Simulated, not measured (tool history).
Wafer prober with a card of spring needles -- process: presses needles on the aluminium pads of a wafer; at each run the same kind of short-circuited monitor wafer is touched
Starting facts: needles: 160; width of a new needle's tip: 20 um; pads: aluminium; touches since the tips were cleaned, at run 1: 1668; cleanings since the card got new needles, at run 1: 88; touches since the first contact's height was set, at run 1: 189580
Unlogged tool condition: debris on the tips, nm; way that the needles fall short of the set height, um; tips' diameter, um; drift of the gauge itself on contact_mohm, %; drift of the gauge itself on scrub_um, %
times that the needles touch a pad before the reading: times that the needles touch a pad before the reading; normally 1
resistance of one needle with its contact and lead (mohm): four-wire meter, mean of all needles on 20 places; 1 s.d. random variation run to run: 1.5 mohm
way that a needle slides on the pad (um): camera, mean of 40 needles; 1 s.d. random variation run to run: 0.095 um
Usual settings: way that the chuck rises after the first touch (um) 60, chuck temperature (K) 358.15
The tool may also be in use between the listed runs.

run,day,way that the chuck rises after the first touch (um),chuck temperature (K),times that the needles touch a pad before the reading,touches since the tips were cleaned,cleanings since the card got new needles,touches since the first contact's height was set,resistance of one needle with its contact and lead (mohm),way that a needle slides on the pad (um)
1,0,60,358.15,1,1668,88,189580,136,7.23
# day 0.071: tips cleaned on abrasive film
# day 0.404: tips cleaned on abrasive film
# day 0.738: tips cleaned on abrasive film
# day 1.071: tips cleaned on abrasive film
# day 1.408: tips cleaned on abrasive film
2,1.525,60,358.15,3,790,93,199733,136,7.11
# day 1.725: tips cleaned on abrasive film
# day 2.058: tips cleaned on abrasive film
# day 2.396: tips cleaned on abrasive film
3,2.583,60,358.15,3,1286,96,206815,137,7.31
# day 2.721: tips cleaned on abrasive film
# day 3.054: tips cleaned on abrasive film
# day 3.388: tips cleaned on abrasive film
# day 3.725: tips cleaned on abrasive film
4,3.988,60,358.15,3,1773,100,216167,136,7.1
# day 4.054: tips cleaned on abrasive film
# day 4.392: tips cleaned on abrasive film
# day 4.725: tips cleaned on abrasive film
# day 5.058: tips cleaned on abrasive film
5,5.104,60,358.15,3,318,104,223611,140,7.18
# day 5.371: tips cleaned on abrasive film
# day 5.708: tips cleaned on abrasive film
# day 6.042: tips cleaned on abrasive film
# day 6.375: tips cleaned on abrasive film
6,6.471,60,358.15,3,649,108,232731,137,7.24
# day 6.671: tips cleaned on abrasive film
# day 6.942: tips cleaned on abrasive film
# day 7.275: tips cleaned on abrasive film
# day 7.608: tips cleaned on abrasive film
7,7.792,60,358.15,3,1221,112,241530,139,7.07
# day 7.925: tips cleaned on abrasive film
# day 8.258: tips cleaned on abrasive film
# day 8.538: height of the first contact set anew
# day 8.608: tips cleaned on abrasive film
8,8.862,60,358.15,3,1722,115,2167,138,7.07
# day 8.933: tips cleaned on abrasive film
# day 9.267: tips cleaned on abrasive film
# day 9.533: tips cleaned on abrasive film
# day 9.867: tips cleaned on abrasive film
9,9.888,60,358.15,3,143,119,8998,137,7.24
# day 10.158: tips cleaned on abrasive film
# day 10.492: tips cleaned on abrasive film
# day 10.825: tips cleaned on abrasive film
10,11.042,60,358.15,3,1462,122,16703,138,7.15
# day 11.112: tips cleaned on abrasive film
# day 11.446: tips cleaned on abrasive film
# day 11.779: tips cleaned on abrasive film
# day 12.117: tips cleaned on abrasive film
11,12.183,60,358.15,3,453,126,24288,137,7.29
# day 12.383: tips cleaned on abrasive film
# day 12.654: tips cleaned on abrasive film
# day 12.983: tips cleaned on abrasive film
# day 13.321: tips cleaned on abrasive film
12,13.479,60,358.15,3,1076,130,32932,138,7.23
# day 13.612: tips cleaned on abrasive film
# day 13.95: tips cleaned on abrasive film
# day 14.217: tips cleaned on abrasive film
13,14.296,44,358.15,1,526,133,38362,144,5.21
# day 14.496: tips cleaned on abrasive film
# day 14.829: tips cleaned on abrasive film
# day 15.167: tips cleaned on abrasive film
# day 15.433: tips cleaned on abrasive film
# day 15.767: tips cleaned on abrasive film
14,15.904,54,367.15,2,947,138,49109,142,6.4
# day 16.042: tips cleaned on abrasive film
# day 16.375: tips cleaned on abrasive film
# day 16.712: tips cleaned on abrasive film
# day 16.979: tips cleaned on abrasive film
# day 17.312: tips cleaned on abrasive film
15,17.475,60,320.15,2,1100,143,59572,130,7.24
# day 17.612: tips cleaned on abrasive film
# day 17.879: tips cleaned on abrasive film
16,18.142,60,320.15,2,1769,145,64008,131,7.11
# day 18.212: tips cleaned on abrasive film
# day 18.546: tips cleaned on abrasive film
# day 18.879: tips cleaned on abrasive film
# day 19.212: tips cleaned on abrasive film
# day 19.546: tips cleaned on abrasive film
17,19.571,59,382.15,1,172,150,73542,142,7.08
# day 19.838: tips cleaned on abrasive film
# day 20.175: tips cleaned on abrasive film
# day 20.508: tips cleaned on abrasive film
18,20.608,47,358.15,3,673,153,80441,139,5.67
# day 20.808: tips cleaned on abrasive film
# day 21.142: tips cleaned on abrasive film
# day 21.475: tips cleaned on abrasive film
19,21.7,56,358.15,3,1501,156,87738,139,6.69
# day 21.771: tips cleaned on abrasive film
# day 22.104: tips cleaned on abrasive film
# day 22.438: tips cleaned on abrasive film
20,22.608,41,298.15,2,1163,159,93806,134,5.06
# day 22.746: tips cleaned on abrasive film
# day 23.012: tips cleaned on abrasive film
# day 23.35: tips cleaned on abrasive film
# day 23.617: tips cleaned on abrasive film
# day 23.95: tips cleaned on abrasive film
21,24.033,64,333.15,3,559,164,103283,134,7.68
# day 24.238: tips cleaned on abrasive film
# day 24.504: tips cleaned on abrasive film
22,24.742,74,305.15,1,1613,166,108018,127,9.05
# day 24.812: tips cleaned on abrasive film
# day 25.146: tips cleaned on abrasive film
# day 25.417: tips cleaned on abrasive film
# day 25.738: tips cleaned on abrasive film
23,25.738,74,305.15,1,0,170,114629,125,8.94
# day 26.071: tips cleaned on abrasive film
# day 26.404: tips cleaned on abrasive film
# day 26.742: tips cleaned on abrasive film
24,26.95,66,310.15,1,1419,173,122735,128,7.85
# day 27.021: tips cleaned on abrasive film
# day 27.288: tips cleaned on abrasive film
# day 27.625: tips cleaned on abrasive film
# day 27.958: tips cleaned on abrasive film
# day 28.292: tips cleaned on abrasive film
25,28.425,60,368.15,2,901,178,132555,141,7.14
# day 28.567: tips cleaned on abrasive film
# day 28.9: tips cleaned on abrasive film
26,29.146,60,368.15,2,1661,180,137369,138,7.36

For each entry between runs, how does the tool's hidden state at the last listed run before it compare with that at the first listed run after it?
Run 1 -> run 2: tips cleaned on abrasive film (day 0.071); tips cleaned on abrasive film (day 0.404); tips cleaned on abrasive film (day 0.738); tips cleaned on abrasive film (day 1.071); tips cleaned on abrasive film (day 1.408)
  debris on the tips, nm: 0.3 -> 0.2; way that the needles fall short of the set height, um: 0.01 -> 0.02
Run 2 -> run 3: tips cleaned on abrasive film (day 1.725); tips cleaned on abrasive film (day 2.058); tips cleaned on abrasive film (day 2.396)
  debris on the tips, nm: 0.2 -> 0.3
Run 3 -> run 4: tips cleaned on abrasive film (day 2.721); tips cleaned on abrasive film (day 3.054); tips cleaned on abrasive film (day 3.388); tips cleaned on abrasive film (day 3.725)
  debris on the tips, nm: 0.3 -> 0.4
Run 4 -> run 5: tips cleaned on abrasive film (day 4.054); tips cleaned on abrasive film (day 4.392); tips cleaned on abrasive film (day 4.725); tips cleaned on abrasive film (day 5.058)
  debris on the tips, nm: 0.4 -> 0.1
Run 5 -> run 6: tips cleaned on abrasive film (day 5.371); tips cleaned on abrasive film (day 5.708); tips cleaned on abrasive film (day 6.042); tips cleaned on abrasive film (day 6.375)
  debris on the tips, nm: 0.1 -> 0.2
Run 6 -> run 7: tips cleaned on abrasive film (day 6.671); tips cleaned on abrasive film (day 6.942); tips cleaned on abrasive film (day 7.275); tips cleaned on abrasive film (day 7.608)
  debris on the tips, nm: 0.2 -> 0.3
Run 7 -> run 8: tips cleaned on abrasive film (day 7.925); tips cleaned on abrasive film (day 8.258); height of the first contact set anew (day 8.538); tips cleaned on abrasive film (day 8.608)
  way that the needles fall short of the set height, um: 0.02 -> 0
Run 8 -> run 9: tips cleaned on abrasive film (day 8.933); tips cleaned on abrasive film (day 9.267); tips cleaned on abrasive film (day 9.533); tips cleaned on abrasive film (day 9.867)
  debris on the tips, nm: 0.3 -> 0.1
Run 9 -> run 10: tips cleaned on abrasive film (day 10.158); tips cleaned on abrasive film (day 10.492); tips cleaned on abrasive film (day 10.825)
  debris on the tips, nm: 0.1 -> 0.3
Run 10 -> run 11: tips cleaned on abrasive film (day 11.112); tips cleaned on abrasive film (day 11.446); tips cleaned on abrasive film (day 11.779); tips cleaned on abrasive film (day 12.117)
  debris on the tips, nm: 0.3 -> 0.1
Run 11 -> run 12: tips cleaned on abrasive film (day 12.383); tips cleaned on abrasive film (day 12.654); tips cleaned on abrasive film (day 12.983); tips cleaned on abrasive film (day 13.321)
  debris on the tips, nm: 0.1 -> 0.2
Run 12 -> run 13: tips cleaned on abrasive film (day 13.612); tips cleaned on abrasive film (day 13.95); tips cleaned on abrasive film (day 14.217)
  no hidden state differs between the two runs
Run 13 -> run 14: tips cleaned on abrasive film (day 14.496); tips cleaned on abrasive film (day 14.829); tips cleaned on abrasive film (day 15.167); tips cleaned on abrasive film (day 15.433); tips cleaned on abrasive film (day 15.767)
  no hidden state differs between the two runs
Run 14 -> run 15: tips cleaned on abrasive film (day 16.042); tips cleaned on abrasive film (day 16.375); tips cleaned on abrasive film (day 16.712); tips cleaned on abrasive film (day 16.979); tips cleaned on abrasive film (day 17.312)
  debris on the tips, nm: 0.2 -> 0.3; way that the needles fall short of the set height, um: 0 -> 0.01
Run 15 -> run 16: tips cleaned on abrasive film (day 17.612); tips cleaned on abrasive film (day 17.879)
  no hidden state differs between the two runs
Run 16 -> run 17: tips cleaned on abrasive film (day 18.212); tips cleaned on abrasive film (day 18.546); tips cleaned on abrasive film (day 18.879); tips cleaned on abrasive film (day 19.212); tips cleaned on abrasive film (day 19.546)
  debris on the tips, nm: 0.3 -> 0.1
Run 17 -> run 18: tips cleaned on abrasive film (day 19.838); tips cleaned on abrasive film (day 20.175); tips cleaned on abrasive film (day 20.508)
  debris on the tips, nm: 0.1 -> 0.2
Run 18 -> run 19: tips cleaned on abrasive film (day 20.808); tips cleaned on abrasive film (day 21.142); tips cleaned on abrasive film (day 21.475)
  debris on the tips, nm: 0.2 -> 0.3
Run 19 -> run 20: tips cleaned on abrasive film (day 21.771); tips cleaned on abrasive film (day 22.104); tips cleaned on abrasive film (day 22.438)
  debris on the tips, nm: 0.3 -> 0.2
Run 20 -> run 21: tips cleaned on abrasive film (day 22.746); tips cleaned on abrasive film (day 23.012); tips cleaned on abrasive film (day 23.35); tips cleaned on abrasive film (day 23.617); tips cleaned on abrasive film (day 23.95)
  no hidden state differs between the two runs
Run 21 -> run 22: tips cleaned on abrasive film (day 24.238); tips cleaned on abrasive film (day 24.504)
  debris on the tips, nm: 0.2 -> 0.3
Run 22 -> run 23: tips cleaned on abrasive film (day 24.812); tips cleaned on abrasive film (day 25.146); tips cleaned on abrasive film (day 25.417); tips cleaned on abrasive film (day 25.738)
  debris on the tips, nm: 0.3 -> 0
Run 23 -> run 24: tips cleaned on abrasive film (day 26.071); tips cleaned on abrasive film (day 26.404); tips cleaned on abrasive film (day 26.742)
  debris on the tips, nm: 0 -> 0.3
Run 24 -> run 25: tips cleaned on abrasive film (day 27.021); tips cleaned on abrasive film (day 27.288); tips cleaned on abrasive film (day 27.625); tips cleaned on abrasive film (day 27.958); tips cleaned on abrasive film (day 28.292)
  debris on the tips, nm: 0.3 -> 0.2
Run 25 -> run 26: tips cleaned on abrasive film (day 28.567); tips cleaned on abrasive film (day 28.9)
  debris on the tips, nm: 0.2 -> 0.3

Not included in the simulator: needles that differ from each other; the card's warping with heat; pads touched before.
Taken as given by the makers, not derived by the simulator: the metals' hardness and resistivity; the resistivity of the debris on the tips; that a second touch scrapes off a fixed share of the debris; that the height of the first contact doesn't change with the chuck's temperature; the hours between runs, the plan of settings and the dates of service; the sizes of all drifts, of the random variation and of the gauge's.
